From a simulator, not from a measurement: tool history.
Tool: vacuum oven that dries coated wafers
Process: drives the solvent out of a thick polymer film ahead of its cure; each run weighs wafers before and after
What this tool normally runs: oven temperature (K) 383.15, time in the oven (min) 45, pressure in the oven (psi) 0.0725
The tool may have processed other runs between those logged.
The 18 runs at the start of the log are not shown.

run 19 day=14.842 | oven_temperature_(K)=383.15 time_in_the_oven_(min)=47 pressure_in_the_oven_(psi)=0.1360 | solvent_left_in_the_film_(%)=2.72
run 20 day=15.492 | oven_temperature_(K)=383.15 time_in_the_oven_(min)=47 pressure_in_the_oven_(psi)=0.1360 | solvent_left_in_the_film_(%)=2.70
run 21 day=15.938 | oven_temperature_(K)=383.15 time_in_the_oven_(min)=47 pressure_in_the_oven_(psi)=0.1360 | solvent_left_in_the_film_(%)=2.70
run 22 day=16.692 | oven_temperature_(K)=383.15 time_in_the_oven_(min)=47 pressure_in_the_oven_(psi)=0.1360 | solvent_left_in_the_film_(%)=2.71
run 23 day=17.692 | oven_temperature_(K)=383.15 time_in_the_oven_(min)=47 pressure_in_the_oven_(psi)=0.1360 | solvent_left_in_the_film_(%)=2.69
run 24 day=18.179 | oven_temperature_(K)=383.15 time_in_the_oven_(min)=47 pressure_in_the_oven_(psi)=0.1360 | solvent_left_in_the_film_(%)=2.70
run 25 day=18.750 | oven_temperature_(K)=376.15 time_in_the_oven_(min)=30 pressure_in_the_oven_(psi)=0.1170 | solvent_left_in_the_film_(%)=6.59
run 26 day=19.658 | oven_temperature_(K)=376.15 time_in_the_oven_(min)=30 pressure_in_the_oven_(psi)=0.1170 | solvent_left_in_the_film_(%)=6.57
run 27 day=20.388 | oven_temperature_(K)=380.15 time_in_the_oven_(min)=72 pressure_in_the_oven_(psi)=0.2112 | solvent_left_in_the_film_(%)=1.82
run 28 day=20.979 | oven_temperature_(K)=380.15 time_in_the_oven_(min)=72 pressure_in_the_oven_(psi)=0.2112 | solvent_left_in_the_film_(%)=1.82
run 29 day=21.871 | oven_temperature_(K)=388.15 time_in_the_oven_(min)=73 pressure_in_the_oven_(psi)=0.0725 | solvent_left_in_the_film_(%)=0.60
run 30 day=22.496 | oven_temperature_(K)=383.15 time_in_the_oven_(min)=24 pressure_in_the_oven_(psi)=0.0725 | solvent_left_in_the_film_(%)=5.88
run 31 day=23.417 | oven_temperature_(K)=390.15 time_in_the_oven_(min)=25 pressure_in_the_oven_(psi)=0.0725 | solvent_left_in_the_film_(%)=3.97
run 32 day=24.196 | oven_temperature_(K)=391.15 time_in_the_oven_(min)=40 pressure_in_the_oven_(psi)=0.0380 | solvent_left_in_the_film_(%)=1.68
run 33 day=24.708 | oven_temperature_(K)=391.15 time_in_the_oven_(min)=40 pressure_in_the_oven_(psi)=0.0380 | solvent_left_in_the_film_(%)=1.68
run 34 day=25.679 | oven_temperature_(K)=391.15 time_in_the_oven_(min)=24 pressure_in_the_oven_(psi)=0.1170 | solvent_left_in_the_film_(%)=3.98
run 35 day=26.604 | oven_temperature_(K)=378.15 time_in_the_oven_(min)=31 pressure_in_the_oven_(psi)=0.1170 | solvent_left_in_the_film_(%)=5.83
run 36 day=27.275 | oven_temperature_(K)=378.15 time_in_the_oven_(min)=31 pressure_in_the_oven_(psi)=0.1170 | solvent_left_in_the_film_(%)=5.83
run 37 day=27.842 | oven_temperature_(K)=378.15 time_in_the_oven_(min)=42 pressure_in_the_oven_(psi)=0.2267 | solvent_left_in_the_film_(%)=4.49
run 38 day=28.554 | oven_temperature_(K)=386.15 time_in_the_oven_(min)=28 pressure_in_the_oven_(psi)=0.0725 | solvent_left_in_the_film_(%)=4.31

What will run 39 give?
run 39 day=29.317 | oven_temperature_(K)=386.15 time_in_the_oven_(min)=28 pressure_in_the_oven_(psi)=0.0725 | solvent_left_in_the_film_(%)=?

{"run 39": {"solvent left in the film (%)": 4.29}}
Without the tool's hidden state the same run would have given solvent left in the film (%) 4.51.
